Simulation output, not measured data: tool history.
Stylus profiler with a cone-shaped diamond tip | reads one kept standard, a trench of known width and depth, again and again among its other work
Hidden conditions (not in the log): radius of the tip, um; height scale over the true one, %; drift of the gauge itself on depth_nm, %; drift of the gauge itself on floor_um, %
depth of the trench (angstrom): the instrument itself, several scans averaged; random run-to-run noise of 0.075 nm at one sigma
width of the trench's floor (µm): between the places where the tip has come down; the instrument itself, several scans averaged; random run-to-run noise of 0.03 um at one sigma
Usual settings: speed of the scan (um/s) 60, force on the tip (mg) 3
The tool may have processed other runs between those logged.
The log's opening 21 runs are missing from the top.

run    hour  speed of the scan (um/s)  force on the tip (mg)  scans with this tip  hours of work since the height scale was calibrated  depth of the trench (angstrom)  width of the trench's floor (µm)
 22  2106.5                        60                      3                 3731                                                  348                          1016.5                             98.38
 23  2174.9                        60                      3                 4093                                                  382                          1016.5                             98.33
 24  2290.4                        60                      3                 4705                                                  439                          1016.6                             98.34
 25  2414.7                        60                      3                 5364                                                  500                          1017.6                             98.31
 26  2540.8                        94                   6.08                 6033                                                  562                          1027.2                             98.29
 27  2677.9                        30                   4.52                 6760                                                  630                          1023.4                             98.36
 28  2808.4                        30                   4.52                 7451                                                  695                          1022.9                             98.31
 29  2947.7                        30                   4.52                 8189                                                  763                          1023.2                             98.27
 30  3083.1                        36                    1.1                 8907                                                  830                          1012.5                             98.23
 31  3206.2                        24                   1.75                 9560                                                  891                          1015.4                             98.26
 32    3299                        17                   2.14                10052                                                  937                          1015.5                             98.28
 33  3368.6                        25                    3.6                10421                                                  971                          1020.5                             98.23
 34  3486.1                       108                   2.81                11043                                                 1029                          1019.5                             98.08
 35  3608.9                       108                   2.81                11694                                                 1090                          1019.8                             98.09
 36  3709.1                       108                   2.81                12225                                                 1140                          1019.8                             98.04
 37  3820.9                        31                   5.66                12818                                                 1195                          1027.6                             98.17
 38  3896.7                       174                   1.75                13220                                                 1232                            1017                              97.8
 39    3964                       174                   1.75                13577                                                 1266                          1017.1                             97.81
 40  4096.6                        32                    4.6                14279                                                 1331                          1024.7                              98.1
 41  4181.8                        32                    4.6                14731                                                 1373                          1026.7                             98.18
 42  4296.9                        32                    4.6                15341                                                 1430                          1026.9                             98.09
 43  4414.6                        37                    4.6                15965                                                 1488                          1028.1                             98.09
 44  4558.6                        37                    4.6                16728                                                 1559                            1028                             98.11
 45  4699.2                        49                    4.2                17474                                                 1629                          1026.1                             98.03

Each row is a separate what-if for the run after 45, all from the same tool condition, not one after another. Results?
  A  4825.5                        74                   2.47                18143                                                 1691                               ?                                 ?
  B  4825.5                       238                   6.07                18143                                                 1691                               ?                                 ?
  C  4825.5                        18                   3.32                18143                                                 1691                               ?                                 ?
  D  4825.5                        60                   4.11                18143                                                 1691                               ?                                 ?

run  depth of the trench (angstrom)  width of the trench's floor (µm)
  A                          1021.3                                98
  B                            1031                             97.81
  C                          1025.2                             98.14
  D                          1027.3                             98.06
Stripped of hidden state, with their random variation kept, the same runs would have yielded:
run  depth of the trench (angstrom)  width of the trench's floor (µm)
  A                          1011.9                              98.5
  B                          1021.5                             98.31
  C                          1015.7                             98.63
  D                          1017.9                             98.56

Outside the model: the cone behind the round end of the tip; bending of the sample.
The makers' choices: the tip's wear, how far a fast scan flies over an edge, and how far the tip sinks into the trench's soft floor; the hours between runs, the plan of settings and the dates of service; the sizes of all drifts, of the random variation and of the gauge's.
